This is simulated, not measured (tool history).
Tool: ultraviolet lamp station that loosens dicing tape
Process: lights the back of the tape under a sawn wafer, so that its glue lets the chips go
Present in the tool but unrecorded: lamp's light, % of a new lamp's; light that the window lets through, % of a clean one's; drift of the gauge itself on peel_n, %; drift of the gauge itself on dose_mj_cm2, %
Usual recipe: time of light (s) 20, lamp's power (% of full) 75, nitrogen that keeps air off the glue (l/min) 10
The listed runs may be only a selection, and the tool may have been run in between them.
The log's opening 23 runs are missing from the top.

run     day  time of light (s)  lamp's power (% of full)  nitrogen that keeps air off the glue (l/min)  hours of work of the lamp  hours of work since the window was cleaned  force that peels the tape off (N)  light that reached the tape (mJ/cm²)
 24  32.492                 18                        86                                             4                        843                                         406                              1.948                                   338
 25  33.821                 36                        86                                             4                        863                                         426                              0.496                                   672
 26  35.658                 20                        75                                             3                        891                                         454                              2.440                                   323
 27  37.121                 20                        75                                             3                        913                                         476                              2.395                                   324
 28  38.483                 18                        62                                            11                        934                                         497                              1.763                                   237
 29  40.008                 30                        61                                            15                        957                                         520                              0.528                                   392
 30  41.629                 18                        91                                            12                        982                                         545                              0.838                                   348
     43.012  -- window cleaned of glue's vapour
 31  43.408                 18                        80                                            12                       1009                                           6                              0.945                                   325
 32  44.375                 34                        98                                             4                       1023                                          21                              0.379                                   746
 33  45.546                 14                        89                                            12                       1041                                          39                              1.286                                   279
 34  46.488                 37                        63                                             4                       1056                                          53                              0.894                                   516
 35  47.625                 37                        63                                             4                       1073                                          70                              0.887                                   515
 36  48.592                 37                        64                                            11                       1088                                          85                              0.358                                   520
 37  49.704                 37                        64                                            11                       1105                                         102                              0.361                                   516
 38  50.904                 11                        98                                             6                       1123                                         120                              2.514                                   233
 39  52.396                 34                        78                                             3                       1146                                         143                              0.931                                   570
 40  54.250                 39                        67                                             5                       1174                                         171                              0.616                                   561
 41  55.242                 28                        90                                             9                       1189                                         186                              0.384                                   534
 42  56.562                 11                        90                                             9                       1209                                         206                              2.433                                   211

5 ways to go on from here, each from the tool as it stands after run 42. What would each give?
  A  57.746                 11                        90                                            14                       1227                                         224                                  ?                                     ?
  B  57.746                 20                        75                                             3                       1227                                         224                                  ?                                     ?
  C  57.746                 11                        71                                             7                       1227                                         224                                  ?                                     ?
  D  57.746                 13                        81                                            10                       1227                                         224                                  ?                                     ?
  E  57.746                 11                        79                                             9                       1227                                         224                                  ?                                     ?

run  force that peels the tape off (N)  light that reached the tape (mJ/cm²)
  A                              1.875                                   207
  B                              2.561                                   317
  C                              3.540                                   166
  D                              2.010                                   225
  E                              2.775                                   184
Without the tool's unlogged condition, the same runs would have read:
run  force that peels the tape off (N)  light that reached the tape (mJ/cm²)
  A                              1.290                                   258
  B                              1.865                                   394
  C                              2.786                                   206
  D                              1.408                                   280
  E                              2.076                                   228
